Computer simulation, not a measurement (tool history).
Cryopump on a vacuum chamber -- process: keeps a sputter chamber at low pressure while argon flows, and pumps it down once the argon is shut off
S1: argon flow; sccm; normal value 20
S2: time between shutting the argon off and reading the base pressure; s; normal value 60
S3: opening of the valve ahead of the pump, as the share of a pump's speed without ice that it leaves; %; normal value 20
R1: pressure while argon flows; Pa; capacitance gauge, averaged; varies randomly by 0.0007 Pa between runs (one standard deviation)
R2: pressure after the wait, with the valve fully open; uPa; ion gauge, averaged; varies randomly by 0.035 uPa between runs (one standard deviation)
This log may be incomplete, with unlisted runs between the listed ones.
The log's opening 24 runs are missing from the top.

run    hour  S1   S2  S3      R1    R2
 25   750.1  12   27  19  0.1189  5.00
 26   787.5  12   27  19  0.1195  5.02
 27   833.3  23   60  20  0.2183  3.28
 28   873.8  11   60  20  0.1047  3.40
 29   894.2  20   34  59  0.0686  4.55
 30   939.6  21   81  59  0.0724  3.06
 31   972.4  12  113  15  0.1521  2.87
 32  1007.9  12  113  15  0.1517  2.92
 33  1030.2  17   20  20  0.1621  6.75

Consider 5 possible next runs. They are alternatives, not a sequence: every one starts from the tool as it was left by run 33. What does each give?
  A  1053.8  19  100  58   ?   ?
  B  1053.8  22  156  16   ?   ?
  C  1053.8  26   60  46   ?   ?
  D  1053.8  20   29  20   ?   ?
  E  1053.8  20  111  19   ?   ?

run      R1    R2
  A  0.0673  3.14
  B  0.2601  2.71
  C  0.1136  3.70
  D  0.1920  5.37
  E  0.2015  3.06
Without the tool's hidden state the same runs would have given:
run      R1    R2
  A  0.0609  1.30
  B  0.2527  0.91
  C  0.1047  1.89
  D  0.1853  3.57
  E  0.1947  1.21

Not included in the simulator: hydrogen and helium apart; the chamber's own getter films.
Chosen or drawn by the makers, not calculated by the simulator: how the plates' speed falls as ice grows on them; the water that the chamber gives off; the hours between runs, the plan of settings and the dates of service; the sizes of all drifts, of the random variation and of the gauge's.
